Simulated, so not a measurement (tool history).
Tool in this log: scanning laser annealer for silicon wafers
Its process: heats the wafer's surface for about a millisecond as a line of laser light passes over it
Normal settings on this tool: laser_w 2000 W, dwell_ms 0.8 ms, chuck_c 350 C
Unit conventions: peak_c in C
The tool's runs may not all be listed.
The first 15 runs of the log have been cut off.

run   hour  laser_w  dwell_ms  chuck_c  hours of work since the window was cleaned  hours of work since the power meter was calibrated  hours of work since the optics were aligned  peak_c
 16  267.8     2000       0.8      310                                         274                                                 417                                          337    1012
 17  289.5     2000       0.8      326                                         285                                                 427                                          347    1026
 18  309.4     2000       0.8      350                                         295                                                 437                                          357    1051
 19  321.8     2000       0.8      350                                         301                                                 443                                          363    1052
 20  333.8     2000       0.8      350                                         307                                                 449                                          369    1054
 21  354.1     2016     0.918      386                                         316                                                 459                                          379    1141
 22  371.4     2016     0.918      386                                         325                                                 467                                          387    1140
 23  389.5     1880     0.966      387                                         334                                                 476                                          396    1114
 24  400.7     1880     0.966      387                                         339                                                 482                                          402    1113
 25  422.8     2163       0.8      350                                         350                                                 492                                          412    1104
 26  433.6     2163       0.8      350                                         355                                                 498                                          418    1104
 27  453.1     1956     0.846      316                                         365                                                 507                                          427    1022
 28  470.9     1956     0.846      353                                         373                                                 516                                          436    1059
 29  490.2     2173     0.822      375                                         383                                                 525                                          445    1144
 30  514.7     1786     0.863      350                                         395                                                 537                                          457    1007
 31  526.3     1786     0.863      350                                         400                                                 543                                          463    1005
 32  546.1     1786     0.863      350                                         410                                                 552                                          473    1007
 33  557.1     1786     0.863      350                                         416                                                 558                                          478    1007
 34  568.4     1786     0.863      350                                         421                                                 563                                          483    1007
 35  581.6     1786     0.863      350                                         427                                                 570                                          490    1008
 36  603.1     1846     0.942      350                                         438                                                 580                                          500    1054
 37  622.8     1846     0.942      350                                         448                                                 590                                          510    1057
 38  643.5     1777     0.615      350                                         458                                                 600                                          520     905
 39  659.5     2188     0.633      338                                         465                                                 608                                          528    1019
 40  680.4     1774     0.722      350                                         476                                                 618                                          538     950

4 options for the next run, each taken on its own from the tool as it stands now. Forecast them:
  A  704.1     1799     0.722      349                                         487                                                 630                                          550       ?
  B  704.1     1774     0.684      350                                         487                                                 630                                          550       ?
  C  704.1     2146     0.708      356                                         487                                                 630                                          550       ?
  D  704.1     1791     0.668      344                                         487                                                 630                                          550       ?

run  peak_c
  A     957
  B     933
  C    1063
  D     925
Without the tool's unlogged condition, the same runs would have read:
run  peak_c
  A     958
  B     934
  C    1063
  D     926
